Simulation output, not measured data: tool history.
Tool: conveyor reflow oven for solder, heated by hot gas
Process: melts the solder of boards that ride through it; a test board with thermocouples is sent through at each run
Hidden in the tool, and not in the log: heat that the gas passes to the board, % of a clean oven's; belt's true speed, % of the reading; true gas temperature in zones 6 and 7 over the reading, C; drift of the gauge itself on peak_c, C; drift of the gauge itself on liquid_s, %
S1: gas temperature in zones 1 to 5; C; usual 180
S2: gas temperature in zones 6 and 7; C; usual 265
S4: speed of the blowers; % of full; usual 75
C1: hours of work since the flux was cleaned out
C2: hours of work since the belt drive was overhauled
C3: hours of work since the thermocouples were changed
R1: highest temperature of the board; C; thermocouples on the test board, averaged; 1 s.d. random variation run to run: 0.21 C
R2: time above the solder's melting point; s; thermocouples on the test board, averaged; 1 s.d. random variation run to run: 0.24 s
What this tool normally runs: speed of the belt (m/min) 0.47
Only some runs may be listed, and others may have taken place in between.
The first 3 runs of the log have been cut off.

run 4 hour=101.1 | S1=180 S2=265 speed_of_the_belt_(m/min)=0.47 S4=75 | C1=164 C2=616 C3=235 | R1=249.7 R2=77.4
run 5 hour=169.3 | S1=180 S2=265 speed_of_the_belt_(m/min)=0.47 S4=75 | C1=217 C2=670 C3=289 | R1=249.3 R2=76.8
run 6 hour=201.6 | S1=180 S2=265 speed_of_the_belt_(m/min)=0.47 S4=75 | C1=243 C2=695 C3=314 | R1=248.9 R2=76.5
-- hour=274.6 flux residue cleaned out of gas plates and filters
run 7 hour=275.6 | S1=180 S2=265 speed_of_the_belt_(m/min)=0.47 S4=75 | C1=1 C2=749 C3=369 | R1=247.5 R2=74.7
-- hour=307.2 belt drive overhauled, speed set with a stopwatch
run 8 hour=342.2 | S1=180 S2=254 speed_of_the_belt_(m/min)=0.47 S4=75 | C1=50 C2=27 C3=418 | R1=237.1 R2=60.3
run 9 hour=395.4 | S1=180 S2=265 speed_of_the_belt_(m/min)=0.386 S4=75 | C1=92 C2=69 C3=460 | R1=251.7 R2=96.5
run 10 hour=465.5 | S1=195 S2=265 speed_of_the_belt_(m/min)=0.386 S4=75 | C1=147 C2=124 C3=515 | R1=253.8 R2=110.3
-- hour=490.6 thermocouples of zones 6 and 7 changed
run 11 hour=524.6 | S1=195 S2=265 speed_of_the_belt_(m/min)=0.386 S4=75 | C1=192 C2=169 C3=27 | R1=254 R2=110.3
run 12 hour=594.5 | S1=195 S2=265 speed_of_the_belt_(m/min)=0.386 S4=75 | C1=247 C2=224 C3=82 | R1=253.5 R2=110.2
-- hour=627.6 flux residue cleaned out of gas plates and filters, once more
run 13 hour=635.7 | S1=190 S2=265 speed_of_the_belt_(m/min)=0.386 S4=75 | C1=6 C2=253 C3=110 | R1=257 R2=111.3
run 14 hour=666.3 | S1=180 S2=265 speed_of_the_belt_(m/min)=0.47 S4=80 | C1=30 C2=277 C3=134 | R1=252.3 R2=80.7
run 15 hour=731.6 | S1=180 S2=265 speed_of_the_belt_(m/min)=0.47 S4=80 | C1=82 C2=328 C3=185 | R1=251.5 R2=80
run 16 hour=800.6 | S1=187 S2=265 speed_of_the_belt_(m/min)=0.557 S4=80 | C1=136 C2=382 C3=240 | R1=248 R2=65.9
run 17 hour=846.4 | S1=177 S2=265 speed_of_the_belt_(m/min)=0.557 S4=80 | C1=172 C2=418 C3=276 | R1=245.1 R2=58.4
run 18 hour=910.1 | S1=177 S2=265 speed_of_the_belt_(m/min)=0.557 S4=80 | C1=222 C2=468 C3=326 | R1=244.5 R2=57.3
run 19 hour=963.9 | S1=177 S2=255 speed_of_the_belt_(m/min)=0.557 S4=74 | C1=264 C2=511 C3=368 | R1=234.5 R2=43.8
run 20 hour=998.6 | S1=192 S2=265 speed_of_the_belt_(m/min)=0.519 S4=75 | C1=292 C2=538 C3=395 | R1=247.8 R2=73.8
-- hour=1009.6 flux residue cleaned out of gas plates and filters
run 21 hour=1041.8 | S1=190 S2=276 speed_of_the_belt_(m/min)=0.45 S4=57 | C1=25 C2=568 C3=425 | R1=257.9 R2=93.7
run 22 hour=1102.6 | S1=193 S2=263 speed_of_the_belt_(m/min)=0.515 S4=73 | C1=73 C2=616 C3=473 | R1=248.3 R2=75.6
run 23 hour=1159.9 | S1=193 S2=263 speed_of_the_belt_(m/min)=0.515 S4=73 | C1=118 C2=661 C3=518 | R1=247.5 R2=75.7
-- hour=1180.6 thermocouples of zones 6 and 7 changed
run 24 hour=1220.6 | S1=193 S2=263 speed_of_the_belt_(m/min)=0.515 S4=73 | C1=164 C2=707 C3=31 | R1=248.4 R2=75.9
run 25 hour=1277.5 | S1=193 S2=263 speed_of_the_belt_(m/min)=0.381 S4=73 | C1=209 C2=752 C3=76 | R1=255.2 R2=113.8
-- hour=1304.3 belt drive overhauled, speed set with a stopwatch
run 26 hour=1324 | S1=187 S2=259 speed_of_the_belt_(m/min)=0.531 S4=52 | C1=242 C2=15 C3=110 | R1=234.2 R2=46.7
run 27 hour=1382.1 | S1=188 S2=265 speed_of_the_belt_(m/min)=0.47 S4=75 | C1=288 C2=61 C3=155 | R1=250.7 R2=81.3
-- hour=1395.5 flux residue cleaned out of gas plates and filters
run 28 hour=1445.7 | S1=166 S2=265 speed_of_the_belt_(m/min)=0.456 S4=75 | C1=39 C2=107 C3=201 | R1=249.7 R2=73.2

Estimate the outcome of run 29 from the log above:
run 29 hour=1481.7 | S1=166 S2=280 speed_of_the_belt_(m/min)=0.456 S4=53 | C1=68 C2=136 C3=230 | R1=? R2=?

Run 29 gave R1 253.3 C, R2 73.8 s.
With no hidden state in the tool, this same run would have given R1 254.1 C, R2 74.6 s.
